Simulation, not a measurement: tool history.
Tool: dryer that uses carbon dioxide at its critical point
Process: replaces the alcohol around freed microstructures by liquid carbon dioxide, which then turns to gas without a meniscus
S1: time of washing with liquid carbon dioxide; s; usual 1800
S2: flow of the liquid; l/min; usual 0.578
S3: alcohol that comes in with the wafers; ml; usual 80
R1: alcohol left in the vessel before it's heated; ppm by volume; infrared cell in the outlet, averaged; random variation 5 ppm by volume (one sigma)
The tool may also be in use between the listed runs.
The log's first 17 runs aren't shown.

At hour 753.3: inlet filter changed.
Run 18, hour 771.3: usual settings but S3 40 ml. Result: R1 191 ppm by volume.
Run 19, hour 816.7: usual settings but S3 40 ml. Result: R1 201 ppm by volume.
Run 20, hour 859.6: usual settings but S3 26 ml. Result: R1 218 ppm by volume.
Run 21, hour 909.0: usual settings but S3 67 ml. Result: R1 277 ppm by volume.
At hour 952.1: purifier's bed changed.
Run 22, hour 959.0: usual settings but S1 1740 s, S2 0.626 l/min, S3 96 ml. Result: R1 68 ppm by volume.
At hour 983.7: inlet filter changed.
Run 23, hour 1002.2: usual settings but S1 1740 s, S2 0.626 l/min, S3 96 ml. Result: R1 50 ppm by volume.
Run 24, hour 1032.7: usual settings but S1 2400 s, S2 0.498 l/min, S3 26 ml. Result: R1 34 ppm by volume.
Run 25, hour 1070.1: usual settings but S1 2400 s, S2 0.356 l/min, S3 99 ml. Result: R1 231 ppm by volume.
Run 26, hour 1100.9: usual settings but S1 2820 s, S2 0.422 l/min, S3 71 ml. Result: R1 70 ppm by volume.
Run 27, hour 1152.6: usual settings but S2 0.703 l/min, S3 116 ml. Result: R1 83 ppm by volume.
At hour 1214.2: inlet filter changed.
Run 28, hour 1214.6: usual settings but S1 1920 s, S2 0.848 l/min, S3 41 ml. Result: R1 77 ppm by volume.
Run 29, hour 1280.8: usual settings but S1 1140 s, S2 0.651 l/min, S3 54 ml. Result: R1 292 ppm by volume.
Run 30, hour 1354.5: usual settings but S1 1680 s, S3 29 ml. Result: R1 147 ppm by volume.
Run 31, hour 1412.1: usual settings but S1 2280 s, S3 30 ml. Result: R1 147 ppm by volume.

The next listed run, before its measurement:
At hour 1444.4: inlet filter changed.
Run 32, hour 1444.4: usual settings but S3 21 ml. Result: R1 ?.

{"run 32": {"R1": 154}}
Without the tool's hidden state the same run would have given R1 15 ppm by volume.
